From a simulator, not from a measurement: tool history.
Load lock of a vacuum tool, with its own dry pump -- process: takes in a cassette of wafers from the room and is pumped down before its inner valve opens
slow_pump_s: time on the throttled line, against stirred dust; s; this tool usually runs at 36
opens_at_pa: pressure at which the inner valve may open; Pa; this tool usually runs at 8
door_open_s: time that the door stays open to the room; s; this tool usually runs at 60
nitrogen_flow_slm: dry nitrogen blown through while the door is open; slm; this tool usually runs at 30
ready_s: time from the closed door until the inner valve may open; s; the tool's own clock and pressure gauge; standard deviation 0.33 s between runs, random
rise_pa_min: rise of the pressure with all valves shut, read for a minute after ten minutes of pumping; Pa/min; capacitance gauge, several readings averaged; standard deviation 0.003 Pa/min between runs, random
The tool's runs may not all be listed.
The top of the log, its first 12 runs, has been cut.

run,day,slow_pump_s,opens_at_pa,door_open_s,nitrogen_flow_slm,hours that the pump has run since its overhaul,times that the door has closed on its seal,"incoming humidity of the room's air, %",ready_s,rise_pa_min
13,40.175,48,8,60,19,12476,14617,44.5,61.0,0.033
14,43.408,48,8,60,19,12554,14849,47.8,61.6,0.035
15,46.312,48,8,60,19,12624,15057,46.0,61.9,0.037
16,51.283,20,8,60,19,12743,15413,46.2,37.1,0.038
17,54.300,36,9,60,30,12815,15629,43.3,50.5,0.028
18,57.592,36,9,60,30,12894,15865,44.4,50.8,0.025
19,61.517,36,9,98,30,12988,16147,44.3,50.4,0.029
20,66.096,40,8,167,13,13098,16475,38.3,54.9,0.049
21,68.592,21,10,201,12,13158,16653,44.5,36.6,0.064
22,72.404,36,8,231,30,13250,16927,45.7,50.8,0.045
23,74.479,36,8,231,30,13300,17076,47.3,50.6,0.043
24,76.771,50,8,57,30,13355,17240,45.2,63.7,0.026
25,80.292,50,8,57,30,13439,17492,42.8,63.0,0.030
26,84.908,31,12,31,21,13550,17823,48.7,44.9,0.030

The next listed run, before its measurement:
27,88.025,25,8,52,25,13625,18046,43.9,?,?

Run 27 came out at ready_s 41.1 s, rise_pa_min 0.024 Pa/min.
Minus the tool's unlogged condition, the same run would have read ready_s 41.0 s, rise_pa_min 0.023 Pa/min.
